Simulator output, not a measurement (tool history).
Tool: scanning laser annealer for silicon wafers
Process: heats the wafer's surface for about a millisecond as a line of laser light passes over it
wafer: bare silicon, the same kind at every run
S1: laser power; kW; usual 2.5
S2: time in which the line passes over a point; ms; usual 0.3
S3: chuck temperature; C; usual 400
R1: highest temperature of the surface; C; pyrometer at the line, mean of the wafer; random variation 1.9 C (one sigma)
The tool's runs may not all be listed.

run	hour	S1	S2	S3	R1
1	0	2.5	0.3	400	1129
2	28.6	2.5	0.3	379	1106
3	43.3	2.5	0.3	379	1106
4	57.5	2.5	0.3	379	1106
# hour 62.9: laser's power meter calibrated
5	92.1	2.5	0.3	379	1103
6	106.5	2.5	0.236	379	1030
7	127	2.177	0.366	437	1133
8	144.2	2.709	0.366	437	1296
9	167.3	2.438	0.365	438	1210
# hour 185.2: laser's power meter calibrated, once more
10	195.3	2.5	0.289	400	1103
11	228.1	2.381	0.241	400	1018
12	254.2	2.601	0.241	389	1060

Forecast each of these 3 alternatives for the next run:
A	272.7	2.465	0.234	373	?
B	272.7	2.601	0.241	363	?
C	272.7	2.402	0.259	368	?

run	R1
A	1001
B	1038
C	1016
Without the tool's hidden state the same runs would have given:
run	R1
A	1015
B	1052
C	1030
